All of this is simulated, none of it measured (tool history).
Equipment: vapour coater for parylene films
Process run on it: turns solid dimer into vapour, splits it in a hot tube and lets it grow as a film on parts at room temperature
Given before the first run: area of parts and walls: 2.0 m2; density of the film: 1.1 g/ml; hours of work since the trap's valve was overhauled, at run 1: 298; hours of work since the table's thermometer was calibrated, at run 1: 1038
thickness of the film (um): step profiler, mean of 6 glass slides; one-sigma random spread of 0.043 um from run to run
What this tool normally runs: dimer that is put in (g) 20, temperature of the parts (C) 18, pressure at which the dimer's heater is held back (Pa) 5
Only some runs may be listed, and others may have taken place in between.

run   hour  dimer that is put in (g)  temperature of the parts (C)  pressure at which the dimer's heater is held back (Pa)  hours of work since the trap's valve was overhauled  hours of work since the table's thermometer was calibrated  thickness of the film (um)
  1      0                        20                            18                                                       5                                                  298                                                        1038                        4.11
  2   58.6                        20                            18                                                       5                                                  342                                                        1082                        4.05
  3  104.6                        20                            18                                                       5                                                  377                                                        1117                        3.99
       123  -- table's thermometer calibrated
  4  160.2                        20                            18                                                       5                                                  418                                                          28                        4.22
  5  204.6                        20                            18                                                       5                                                  452                                                          62                        4.14
  6  266.7                        20                            18                                                       5                                                  499                                                         109                        4.06
  7  328.7                        23                            12                                                     2.7                                                  546                                                         156                         6.5
     364.9  -- trap's valve overhauled
  8  397.7                        23                            12                                                     2.7                                                   25                                                         205                        7.45
  9  450.4                        23                            12                                                     2.7                                                   65                                                         245                        7.44
 10  500.4                        15                            14                                                    3.28                                                  103                                                         283                        4.25
 11  543.3                        26                            14                                                    3.24                                                  135                                                         315                        7.47
 12  603.6                         9                            15                                                       5                                                  181                                                         361                        2.25

Take each entry between the runs: how does the hidden state at the last listed run before it differ from the hidden state at the first listed run after it?
Logged between run 3 and run 4: table's thermometer calibrated (hour 123)
  vapour lost through the trap's worn valve, %: 10 -> 11; true temperature of the parts over the reading, C: 1.39 -> -0.02
  the result without the hidden state subtracted from the measured one, thickness of the film (um): -0.71 -> -0.52
Logged between run 7 and run 8: trap's valve overhauled (hour 364.9)
  vapour lost through the trap's worn valve, %: 14.1 -> 0.8; true temperature of the parts over the reading, C: 0.13 -> 0.19
  the result without the hidden state subtracted from the measured one, thickness of the film (um): -1.1 -> -0.12
